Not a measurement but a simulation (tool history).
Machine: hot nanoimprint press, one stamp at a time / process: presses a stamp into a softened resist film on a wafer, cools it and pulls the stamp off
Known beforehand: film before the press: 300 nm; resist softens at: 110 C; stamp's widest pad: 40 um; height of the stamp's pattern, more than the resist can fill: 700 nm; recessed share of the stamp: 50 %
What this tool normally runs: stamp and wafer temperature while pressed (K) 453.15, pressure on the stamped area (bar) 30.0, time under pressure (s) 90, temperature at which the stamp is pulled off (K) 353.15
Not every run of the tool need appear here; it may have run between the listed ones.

| run | hour | stamp and wafer temperature while pressed (K) | pressure on the stamped area (bar) | time under pressure (s) | temperature at which the stamp is pulled off (K) | resist left under the stamp's widest pad (angstrom) | greatest force while the stamp is pulled off (N) |
|---|---|---|---|---|---|---|---|
| 1 | 0.0 | 453.15 | 30.0 | 90 | 353.15 | 1376 | 247 |
| 2 | 6.0 | 453.15 | 30.0 | 90 | 353.15 | 1374 | 250 |
| 3 | 10.1 | 453.15 | 30.0 | 90 | 353.15 | 1374 | 251 |
| 4 | 15.2 | 453.15 | 30.0 | 90 | 356.15 | 1374 | 229 |
| 5 | 22.2 | 453.15 | 30.0 | 90 | 356.15 | 1373 | 230 |
| 6 | 28.4 | 453.15 | 30.0 | 90 | 356.15 | 1364 | 228 |
| 7 | 33.1 | 453.15 | 26.8 | 90 | 353.15 | 1445 | 251 |
| 8 | 41.3 | 453.15 | 26.8 | 90 | 353.15 | 1449 | 249 |
| 9 | 45.7 | 453.15 | 26.8 | 90 | 353.15 | 1444 | 250 |
| 10 | 53.1 | 453.15 | 26.8 | 90 | 353.15 | 1458 | 251 |
| 11 | 61.5 | 453.15 | 26.8 | 90 | 353.15 | 1445 | 254 |
| 12 | 69.2 | 453.15 | 30.0 | 90 | 353.15 | 1372 | 256 |
| 13 | 77.7 | 453.15 | 30.0 | 90 | 353.15 | 1365 | 253 |
| 14 | 84.7 | 453.15 | 30.0 | 90 | 353.15 | 1372 | 256 |
| 15 | 91.8 | 453.15 | 30.0 | 90 | 353.15 | 1374 | 254 |
| 16 | 100.7 | 453.15 | 20.2 | 101 | 353.15 | 1570 | 257 |
| 17 | 108.7 | 453.15 | 20.2 | 101 | 353.15 | 1576 | 256 |
| 18 | 114.5 | 453.15 | 20.2 | 101 | 353.15 | 1553 | 259 |
| 19 | 120.1 | 453.15 | 30.0 | 90 | 355.15 | 1379 | 245 |
| 20 | 124.2 | 453.15 | 44.8 | 90 | 356.15 | 1148 | 237 |
| 21 | 133.1 | 454.15 | 18.9 | 81 | 351.15 | 1678 | 273 |
| 22 | 137.1 | 454.15 | 27.7 | 81 | 339.15 | 1440 | 359 |
| 23 | 143.3 | 454.15 | 27.7 | 81 | 351.15 | 1434 | 274 |
| 24 | 148.9 | 453.15 | 23.3 | 115 | 356.15 | 1413 | 242 |
| 25 | 156.0 | 446.15 | 19.6 | 95 | 360.15 | 2027 | 212 |
| 26 | 162.4 | 450.15 | 39.5 | 148 | 356.15 | 1122 | 243 |
| 27 | 169.0 | 453.15 | 32.0 | 90 | 353.15 | 1360 | 262 |
| 28 | 175.5 | 459.15 | 42.0 | 90 | 353.15 | 953 | 263 |
| 29 | 183.8 | 459.15 | 42.0 | 90 | 353.15 | 964 | 263 |
| 30 | 188.1 | 449.15 | 30.5 | 126 | 349.15 | 1404 | 293 |

Each row is a separate what-if for the run after 30, all from the same tool condition, not one after another. Results?
| A | 196.4 | 451.15 | 30.0 | 90 | 354.15 | ? | ? |
| B | 196.4 | 445.15 | 35.9 | 90 | 349.15 | ? | ? |
| C | 196.4 | 447.15 | 36.7 | 93 | 353.15 | ? | ? |
| D | 196.4 | 452.15 | 30.0 | 90 | 353.15 | ? | ? |

| run | resist left under the stamp's widest pad (angstrom) | greatest force while the stamp is pulled off (N) |
|---|---|---|
| A | 1492 | 254 |
| B | 1701 | 293 |
| C | 1563 | 266 |
| D | 1428 | 264 |
With no hidden state in the tool, these same runs would have given:
| run | resist left under the stamp's widest pad (angstrom) | greatest force while the stamp is pulled off (N) |
|---|---|---|
| A | 1413 | 225 |
| B | 1609 | 261 |
| C | 1476 | 236 |
| D | 1351 | 234 |
